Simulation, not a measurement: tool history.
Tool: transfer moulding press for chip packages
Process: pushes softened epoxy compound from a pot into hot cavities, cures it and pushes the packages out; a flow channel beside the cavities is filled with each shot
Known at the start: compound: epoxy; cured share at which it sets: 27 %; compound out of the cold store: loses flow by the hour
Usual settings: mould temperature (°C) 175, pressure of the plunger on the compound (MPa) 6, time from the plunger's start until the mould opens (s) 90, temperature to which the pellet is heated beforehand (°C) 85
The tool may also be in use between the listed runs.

| run | day | mould temperature (°C) | pressure of the plunger on the compound (MPa) | time from the plunger's start until the mould opens (s) | temperature to which the pellet is heated beforehand (°C) | incoming compound's hours out of the cold store | length that the compound runs in the flow channel (mm) | greatest force on the pins that push the packages out (N) |
|---|---|---|---|---|---|---|---|---|
| 1 | 0 | 175 | 6 | 90 | 85 | 24.1 | 988 | 599 |
| 2 | 1.617 | 175 | 6 | 90 | 85 | 28.3 | 940 | 587 |
| 3 | 3.254 | 175 | 6 | 90 | 85 | 19.6 | 1008 | 619 |
|  | 3.575 | cavities cleaned with cleaning compound and waxed |
| 4 | 4.95 | 175 | 6 | 90 | 85 | 43 | 843 | 568 |
| 5 | 6.204 | 175 | 6 | 90 | 85 | 46 | 837 | 576 |
|  | 6.421 | plunger's sealing rings changed |
| 6 | 7.067 | 175 | 6 | 90 | 85 | 46.7 | 823 | 564 |
|  | 8.258 | cavities cleaned with cleaning compound and waxed |
| 7 | 8.712 | 175 | 6 | 90 | 85 | 39.9 | 873 | 573 |
| 8 | 9.754 | 175 | 6 | 90 | 82 | 22.4 | 995 | 599 |
| 9 | 11.479 | 175 | 6 | 90 | 85 | 46.8 | 832 | 546 |
|  | 12.733 | cavities cleaned with cleaning compound and waxed |
| 10 | 12.896 | 175 | 6 | 81 | 85 | 32.1 | 936 | 695 |
| 11 | 14.033 | 175 | 4.84 | 81 | 85 | 40.5 | 784 | 683 |
| 12 | 15.162 | 175 | 4.84 | 81 | 85 | 25.8 | 869 | 704 |
| 13 | 16.042 | 175 | 4.84 | 81 | 85 | 42 | 774 | 693 |
| 14 | 17.021 | 175 | 4.84 | 81 | 85 | 11.4 | 969 | 756 |
|  | 17.242 | cavities cleaned with cleaning compound and waxed |
| 15 | 18.525 | 181 | 6 | 115 | 85 | 22.4 | 970 | 474 |
| 16 | 19.254 | 181 | 6 | 115 | 85 | 41.3 | 855 | 463 |
|  | 20.65 | mould's thermocouples calibrated |
| 17 | 20.992 | 175 | 6 | 86 | 85 | 22.5 | 1012 | 653 |
|  | 21.812 | cavities cleaned with cleaning compound and waxed |
| 18 | 22.25 | 175 | 6 | 86 | 85 | 30.9 | 941 | 627 |
|  | 22.871 | plunger's sealing rings changed |
| 19 | 23.921 | 175 | 6 | 86 | 85 | 35 | 893 | 616 |
| 20 | 25.596 | 168 | 6 | 79 | 85 | 13.1 | 1091 | 1237 |
|  | 26.446 | cavities cleaned with cleaning compound and waxed |
| 21 | 26.646 | 168 | 6 | 79 | 85 | 37.4 | 907 | 1128 |
| 22 | 27.942 | 168 | 6 | 113 | 85 | 46.4 | 863 | 585 |
| 23 | 29.546 | 177 | 5.99 | 90 | 85 | 39.6 | 881 | 541 |
| 24 | 30.338 | 171 | 6.75 | 105 | 83 | 17.1 | 1114 | 606 |
|  | 30.912 | cavities cleaned with cleaning compound and waxed |
| 25 | 32.104 | 170 | 6.75 | 105 | 86 | 40.5 | 959 | 608 |
| 26 | 33.367 | 175 | 6 | 118 | 85 | 14 | 1052 | 485 |
| 27 | 34.154 | 172 | 6 | 118 | 87 | 22.9 | 988 | 504 |

Hidden state or all else? Some run-to-run changes of greatest force on the pins that push the packages out (N), split into what the settings, what came in and random variation would give without the hidden state, and what is left for the hidden state (with any gauge scatter that isn't in both results):
The hidden state here: true mould temperature over the reading, C; pressure that reaches the compound, % of what is set; grip of the stained cavities, % over clean ones'; drift of the gauge itself on flow_mm, %; drift of the gauge itself on push_out_n, %.
Run 19 -> 20: mould temperature (°C) 175 -> 168, time from the plunger's start until the mould opens (s) 86 -> 79. greatest force on the pins that push the packages out (N) +621: hidden state +15, all else +606.
Run 20 -> 21: cavities cleaned with cleaning compound and waxed. greatest force on the pins that push the packages out (N) -109: hidden state -20, all else -89.
Run 21 -> 22: time from the plunger's start until the mould opens (s) 79 -> 113. greatest force on the pins that push the packages out (N) -543: hidden state +4, all else -547.

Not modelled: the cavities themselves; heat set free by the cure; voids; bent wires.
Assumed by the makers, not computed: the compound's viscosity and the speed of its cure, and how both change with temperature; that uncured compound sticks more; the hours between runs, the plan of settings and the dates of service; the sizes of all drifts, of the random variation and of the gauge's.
